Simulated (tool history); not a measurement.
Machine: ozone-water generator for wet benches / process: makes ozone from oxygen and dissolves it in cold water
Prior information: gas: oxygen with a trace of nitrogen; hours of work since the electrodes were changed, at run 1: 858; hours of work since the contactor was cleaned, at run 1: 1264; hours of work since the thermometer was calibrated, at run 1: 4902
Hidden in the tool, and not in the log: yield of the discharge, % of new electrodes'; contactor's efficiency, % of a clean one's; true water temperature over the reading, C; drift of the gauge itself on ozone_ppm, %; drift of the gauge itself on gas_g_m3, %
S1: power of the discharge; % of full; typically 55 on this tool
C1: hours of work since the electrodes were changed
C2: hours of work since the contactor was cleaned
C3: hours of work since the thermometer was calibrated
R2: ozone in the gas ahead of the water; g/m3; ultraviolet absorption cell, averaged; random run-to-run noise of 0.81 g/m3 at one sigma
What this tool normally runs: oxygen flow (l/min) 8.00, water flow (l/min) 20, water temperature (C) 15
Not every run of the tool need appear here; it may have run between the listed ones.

{"run": 1, "hour": 0.0, "S1": 55, "oxygen flow (l/min)": 8.0, "water flow (l/min)": 20, "water temperature (C)": 15, "C1": 858, "C2": 1264, "C3": 4902, "dissolved ozone (ppm)": 14.5, "R2": 127.0}
{"run": 2, "hour": 26.8, "S1": 55, "oxygen flow (l/min)": 8.0, "water flow (l/min)": 20, "water temperature (C)": 16, "C1": 877, "C2": 1283, "C3": 4921, "dissolved ozone (ppm)": 14.0, "R2": 126.8}
{"run": 3, "hour": 61.7, "S1": 55, "oxygen flow (l/min)": 8.0, "water flow (l/min)": 20, "water temperature (C)": 16, "C1": 902, "C2": 1307, "C3": 4945, "dissolved ozone (ppm)": 14.3, "R2": 123.9}
{"run": 4, "hour": 92.5, "S1": 55, "oxygen flow (l/min)": 8.0, "water flow (l/min)": 20, "water temperature (C)": 16, "C1": 923, "C2": 1329, "C3": 4967, "dissolved ozone (ppm)": 14.2, "R2": 126.4}
{"run": 5, "hour": 134.9, "S1": 55, "oxygen flow (l/min)": 8.0, "water flow (l/min)": 20, "water temperature (C)": 16, "C1": 953, "C2": 1359, "C3": 4997, "dissolved ozone (ppm)": 13.9, "R2": 125.5}
{"run": 6, "hour": 180.6, "S1": 55, "oxygen flow (l/min)": 8.0, "water flow (l/min)": 20, "water temperature (C)": 16, "C1": 986, "C2": 1392, "C3": 5030, "dissolved ozone (ppm)": 14.1, "R2": 125.0}
{"hour": 217.8, "done": "water thermometer calibrated"}
{"run": 7, "hour": 228.8, "S1": 55, "oxygen flow (l/min)": 8.0, "water flow (l/min)": 20, "water temperature (C)": 16, "C1": 1020, "C2": 1425, "C3": 8, "dissolved ozone (ppm)": 14.2, "R2": 124.1}
{"run": 8, "hour": 269.6, "S1": 55, "oxygen flow (l/min)": 8.0, "water flow (l/min)": 20, "water temperature (C)": 16, "C1": 1048, "C2": 1454, "C3": 37, "dissolved ozone (ppm)": 13.8, "R2": 125.4}
{"run": 9, "hour": 322.8, "S1": 55, "oxygen flow (l/min)": 8.0, "water flow (l/min)": 20, "water temperature (C)": 16, "C1": 1086, "C2": 1492, "C3": 74, "dissolved ozone (ppm)": 14.3, "R2": 125.3}
{"run": 10, "hour": 368.6, "S1": 55, "oxygen flow (l/min)": 8.0, "water flow (l/min)": 20, "water temperature (C)": 15, "C1": 1118, "C2": 1524, "C3": 107, "dissolved ozone (ppm)": 14.4, "R2": 124.0}
{"run": 11, "hour": 410.2, "S1": 55, "oxygen flow (l/min)": 8.0, "water flow (l/min)": 30, "water temperature (C)": 15, "C1": 1148, "C2": 1554, "C3": 136, "dissolved ozone (ppm)": 9.9, "R2": 125.1}
{"run": 12, "hour": 462.4, "S1": 49, "oxygen flow (l/min)": 8.0, "water flow (l/min)": 30, "water temperature (C)": 15, "C1": 1185, "C2": 1591, "C3": 173, "dissolved ozone (ppm)": 9.0, "R2": 112.5}
{"run": 13, "hour": 493.3, "S1": 49, "oxygen flow (l/min)": 8.0, "water flow (l/min)": 30, "water temperature (C)": 15, "C1": 1207, "C2": 1613, "C3": 195, "dissolved ozone (ppm)": 8.8, "R2": 112.6}
{"run": 14, "hour": 515.6, "S1": 55, "oxygen flow (l/min)": 8.0, "water flow (l/min)": 20, "water temperature (C)": 15, "C1": 1223, "C2": 1629, "C3": 211, "dissolved ozone (ppm)": 14.3, "R2": 123.8}
{"run": 15, "hour": 540.7, "S1": 55, "oxygen flow (l/min)": 8.0, "water flow (l/min)": 20, "water temperature (C)": 15, "C1": 1240, "C2": 1646, "C3": 229, "dissolved ozone (ppm)": 14.2, "R2": 125.3}
{"run": 16, "hour": 580.5, "S1": 55, "oxygen flow (l/min)": 8.0, "water flow (l/min)": 20, "water temperature (C)": 15, "C1": 1269, "C2": 1675, "C3": 257, "dissolved ozone (ppm)": 14.5, "R2": 125.0}
{"run": 17, "hour": 620.5, "S1": 55, "oxygen flow (l/min)": 8.0, "water flow (l/min)": 20, "water temperature (C)": 15, "C1": 1297, "C2": 1703, "C3": 285, "dissolved ozone (ppm)": 14.3, "R2": 123.5}
{"run": 18, "hour": 667.6, "S1": 55, "oxygen flow (l/min)": 5.23, "water flow (l/min)": 20, "water temperature (C)": 15, "C1": 1330, "C2": 1736, "C3": 319, "dissolved ozone (ppm)": 13.5, "R2": 147.8}
{"run": 19, "hour": 709.4, "S1": 55, "oxygen flow (l/min)": 5.23, "water flow (l/min)": 20, "water temperature (C)": 15, "C1": 1360, "C2": 1766, "C3": 348, "dissolved ozone (ppm)": 13.5, "R2": 148.1}
{"run": 20, "hour": 736.7, "S1": 52, "oxygen flow (l/min)": 5.23, "water flow (l/min)": 20, "water temperature (C)": 12, "C1": 1379, "C2": 1785, "C3": 367, "dissolved ozone (ppm)": 13.2, "R2": 138.2}
{"run": 21, "hour": 787.2, "S1": 63, "oxygen flow (l/min)": 8.0, "water flow (l/min)": 20, "water temperature (C)": 15, "C1": 1415, "C2": 1821, "C3": 403, "dissolved ozone (ppm)": 15.9, "R2": 137.2}
{"run": 22, "hour": 810.8, "S1": 63, "oxygen flow (l/min)": 8.0, "water flow (l/min)": 20, "water temperature (C)": 15, "C1": 1432, "C2": 1838, "C3": 420, "dissolved ozone (ppm)": 16.0, "R2": 138.7}
{"run": 23, "hour": 846.9, "S1": 75, "oxygen flow (l/min)": 10.35, "water flow (l/min)": 16, "water temperature (C)": 10, "C1": 1457, "C2": 1863, "C3": 446, "dissolved ozone (ppm)": 24.2, "R2": 145.2}
{"run": 24, "hour": 886.5, "S1": 75, "oxygen flow (l/min)": 4.77, "water flow (l/min)": 25, "water temperature (C)": 17, "C1": 1485, "C2": 1891, "C3": 474, "dissolved ozone (ppm)": 13.7, "R2": 197.9}
{"run": 25, "hour": 909.7, "S1": 75, "oxygen flow (l/min)": 4.77, "water flow (l/min)": 25, "water temperature (C)": 17, "C1": 1502, "C2": 1908, "C3": 490, "dissolved ozone (ppm)": 13.3, "R2": 195.2}
{"run": 26, "hour": 961.2, "S1": 75, "oxygen flow (l/min)": 8.0, "water flow (l/min)": 20, "water temperature (C)": 17, "C1": 1538, "C2": 1944, "C3": 526, "dissolved ozone (ppm)": 17.7, "R2": 160.5}
{"run": 27, "hour": 991.5, "S1": 62, "oxygen flow (l/min)": 8.0, "water flow (l/min)": 26, "water temperature (C)": 15, "C1": 1560, "C2": 1966, "C3": 548, "dissolved ozone (ppm)": 12.2, "R2": 136.7}
{"run": 28, "hour": 1034.9, "S1": 55, "oxygen flow (l/min)": 12.18, "water flow (l/min)": 14, "water temperature (C)": 15, "C1": 1590, "C2": 1996, "C3": 579, "dissolved ozone (ppm)": 18.2, "R2": 103.5}
{"run": 29, "hour": 1066.0, "S1": 45, "oxygen flow (l/min)": 5.51, "water flow (l/min)": 20, "water temperature (C)": 15, "C1": 1612, "C2": 2018, "C3": 601, "dissolved ozone (ppm)": 11.4, "R2": 120.1}
{"run": 30, "hour": 1090.8, "S1": 45, "oxygen flow (l/min)": 5.51, "water flow (l/min)": 20, "water temperature (C)": 15, "C1": 1630, "C2": 2036, "C3": 618, "dissolved ozone (ppm)": 11.3, "R2": 120.6}
{"run": 31, "hour": 1135.0, "S1": 55, "oxygen flow (l/min)": 8.0, "water flow (l/min)": 16, "water temperature (C)": 21, "C1": 1661, "C2": 2067, "C3": 650, "dissolved ozone (ppm)": 15.1, "R2": 123.2}
{"run": 32, "hour": 1162.1, "S1": 55, "oxygen flow (l/min)": 8.0, "water flow (l/min)": 18, "water temperature (C)": 8, "C1": 1680, "C2": 2086, "C3": 669, "dissolved ozone (ppm)": 17.3, "R2": 122.3}

Branching from run 32: 3 alternative next runs. What would each branch give?
{"run": "A", "hour": 1197.8, "S1": 55, "oxygen flow (l/min)": 12.83, "water flow (l/min)": 13, "water temperature (C)": 15, "C1": 1706, "C2": 2112, "C3": 694, "dissolved ozone (ppm)": "?", "R2": "?"}
{"run": "B", "hour": 1197.8, "S1": 55, "oxygen flow (l/min)": 5.66, "water flow (l/min)": 20, "water temperature (C)": 13, "C1": 1706, "C2": 2112, "C3": 694, "dissolved ozone (ppm)": "?", "R2": "?"}
{"run": "C", "hour": 1197.8, "S1": 60, "oxygen flow (l/min)": 8.0, "water flow (l/min)": 20, "water temperature (C)": 13, "C1": 1706, "C2": 2112, "C3": 694, "dissolved ozone (ppm)": "?", "R2": "?"}

run=A dissolved_ozone_(ppm)=18.5 R2=102.1
run=B dissolved_ozone_(ppm)=13.9 R2=142.8
run=C dissolved_ozone_(ppm)=15.4 R2=131.7
What these runs would have given with no unlogged condition in the tool:
run=A dissolved_ozone_(ppm)=19.6 R2=105.8
run=B dissolved_ozone_(ppm)=14.8 R2=148.0
run=C dissolved_ozone_(ppm)=16.5 R2=136.9
